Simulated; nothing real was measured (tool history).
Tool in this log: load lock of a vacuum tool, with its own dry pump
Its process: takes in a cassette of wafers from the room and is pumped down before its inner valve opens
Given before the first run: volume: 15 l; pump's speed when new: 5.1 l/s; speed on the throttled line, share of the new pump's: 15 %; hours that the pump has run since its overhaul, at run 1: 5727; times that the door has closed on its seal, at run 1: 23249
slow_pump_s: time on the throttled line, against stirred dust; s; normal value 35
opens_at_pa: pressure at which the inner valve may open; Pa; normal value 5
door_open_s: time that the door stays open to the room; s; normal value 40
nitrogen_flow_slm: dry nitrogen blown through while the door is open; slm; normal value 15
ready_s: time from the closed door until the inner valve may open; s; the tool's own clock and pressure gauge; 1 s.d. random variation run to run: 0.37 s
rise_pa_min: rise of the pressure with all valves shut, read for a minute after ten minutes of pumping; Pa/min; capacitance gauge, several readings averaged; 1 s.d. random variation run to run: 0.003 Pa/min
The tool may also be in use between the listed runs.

run    hour  slow_pump_s  opens_at_pa  door_open_s  nitrogen_flow_slm  hours that the pump has run since its overhaul  times that the door has closed on its seal  incoming humidity of the room's air, %  ready_s  rise_pa_min
  1     0.0           35            5           40                 15                                            5727                                       23249                                    43.5     61.2        0.101
  2   141.5           35            5           40                 15                                            5869                                       23666                                    43.6     60.8        0.101
  3   328.7           35            5           40                 15                                            6056                                       24217                                    46.7     60.8        0.110
  4   484.6           35            5           40                 15                                            6212                                       24677                                    46.0     60.1        0.110
  5   660.8           35            5           40                 15                                            6388                                       25195                                    43.7     60.8        0.113
  6   893.8           35            5           40                 15                                            6621                                       25882                                    46.7     60.4        0.114
  7  1020.4           35            5           58                 15                                            6748                                       26255                                    42.9     61.2        0.115
  8  1229.4           35            5           58                 15                                            6957                                       26870                                    44.2     60.1        0.126
  9  1377.4           35            5           58                 15                                            7105                                       27306                                    44.9     60.8        0.124
 10  1523.1           35            5           58                 15                                            7250                                       27735                                    43.4     61.1        0.125
 11  1685.2           35            5           58                 15                                            7412                                       28213                                    43.7     60.8        0.129
 12  1969.2           35            5           58                 15                                            7697                                       29049                                    49.2     60.9        0.141
 13  2120.4           35            5          124                 15                                            7848                                       29495                                    44.6     61.0        0.156
 14  2330.6           35            5          124                 15                                            8058                                       30114                                    42.8     60.8        0.153
 15  2543.7           35            5          124                 15                                            8271                                       30741                                    43.0     61.2        0.156
 16  2706.1           35            5           40                 15                                            8433                                       31220                                    47.7     62.0        0.137
 17  2872.1           35            5           40                 15                                            8599                                       31709                                    46.8     61.9        0.142
 18  3000.9           35            5           40                 15                                            8728                                       32088                                    48.2     61.4        0.147
 19  3153.0           35            5           40                 15                                            8880                                       32536                                    44.8     61.7        0.149
 20  3300.6           35            5           40                 15                                            9028                                       32970                                    45.8     61.6        0.152
 21  3518.8           35            5          126                 15                                            9246                                       33613                                    44.8     61.1        0.173
 22  3700.1           35            5           40                  6                                            9427                                       34147                                    44.4     61.5        0.161
 23  3939.2           35            5           40                  6                                            9666                                       34851                                    42.6     60.8        0.166
 24  4068.6           35            5           40                  6                                            9796                                       35232                                    46.3     62.0        0.174
 25  4209.2           35            5           40                  6                                            9936                                       35647                                    46.1     61.4        0.166
 26  4436.0           35            5           40                  6                                           10163                                       36315                                    44.0     60.9        0.175
 27  4645.0           67            9           52                  9                                           10372                                       36930                                    44.6     87.0        0.184
 28  4866.3           37            9          191                  9                                           10594                                       37582                                    43.2     61.7        0.229
 29  5094.6           37            9          191                  9                                           10822                                       38254                                    47.1     61.5        0.235
 30  5241.3           52            4           40                 15                                           10969                                       38687                                    48.1     76.9        0.179
 31  5384.6           52            4           40                 15                                           11112                                       39108                                    45.9     77.2        0.190
 32  5640.3           41            4           50                 26                                           11368                                       39862                                    46.4     67.6        0.184

Run 33, settings as shown, results not yet in. Your forecast:
 33  5909.9           57            5           40                  9                                           11637                                       40656                                    45.5        ?            ?

Run 33 yielded ready_s 80.1 s, rise_pa_min 0.202 Pa/min.
The same run, on a tool lacking any hidden state, would have yielded ready_s 77.5 s, rise_pa_min 0.042 Pa/min.
